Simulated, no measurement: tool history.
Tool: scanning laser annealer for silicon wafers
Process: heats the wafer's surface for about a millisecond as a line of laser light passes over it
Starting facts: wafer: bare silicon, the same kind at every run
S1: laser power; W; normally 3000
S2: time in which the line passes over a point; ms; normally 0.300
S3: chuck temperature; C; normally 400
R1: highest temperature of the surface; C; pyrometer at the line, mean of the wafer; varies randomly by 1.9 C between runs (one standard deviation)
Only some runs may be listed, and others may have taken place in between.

run,hour,S1,S2,S3,R1
1,0.0,3000,0.300,400,1116
2,23.0,3000,0.300,400,1114
3,44.8,3000,0.300,440,1152
4,68.7,3000,0.300,381,1093
5,86.8,3000,0.300,381,1094
6,105.1,3000,0.300,381,1090
7,117.4,3000,0.300,381,1088
8,131.1,3000,0.300,419,1132
9,151.5,3000,0.218,400,987
10,178.3,3000,0.300,400,1107
11,195.0,3000,0.300,400,1108
12,218.0,3000,0.300,400,1104
13,239.9,3000,0.300,400,1102
14,258.9,3000,0.300,400,1104
15,282.7,3000,0.300,400,1098
16,299.3,3000,0.300,400,1097
17,310.5,3000,0.300,400,1098
18,321.5,3000,0.300,400,1101
19,341.1,3000,0.289,400,1082
20,358.6,3000,0.300,383,1082
21,380.3,3000,0.300,429,1122
22,399.2,2729,0.323,400,1055
23,416.6,2715,0.299,407,1028
24,433.4,2607,0.261,363,912
25,445.7,2607,0.261,363,912
26,462.9,2607,0.261,363,909
27,481.9,2607,0.261,363,911
28,500.9,2869,0.258,428,1033
29,527.6,2893,0.300,400,1063
30,543.5,3281,0.216,431,1055
31,563.3,3281,0.216,431,1055
32,575.2,3033,0.216,404,974
33,586.4,3067,0.265,422,1078
34,608.8,3067,0.265,422,1074
35,622.4,3067,0.265,422,1074
36,635.1,2730,0.300,400,1016
37,657.0,3083,0.299,400,1105
38,676.6,2726,0.358,392,1077
39,702.4,2943,0.358,427,1167
40,726.4,2807,0.238,440,989

Below, each run's measurement less what the same run would have read without the hidden state. Both values contain the same run-to-run variation, but the gauge's scatter may not be the same in both:
Hidden conditions of the tool in this case: light that passes the window, % of a clean one's; laser's true power over the reading, %; width of the line over the set one, %; drift of the gauge itself on peak_c, C.
run,R1
1,-7
2,-8
3,-9
4,-10
5,-11
6,-12
7,-12
8,-13
9,-12
10,-16
11,-16
12,-17
13,-19
14,-19
15,-21
16,-22
17,-22
18,-22
19,-24
20,-25
21,-26
22,-25
23,-24
24,-22
25,-23
26,-23
27,-24
28,-27
29,-31
30,-30
31,-31
32,-29
33,-33
34,-35
35,-35
36,-34
37,-40
38,-40
39,-44
40,-34
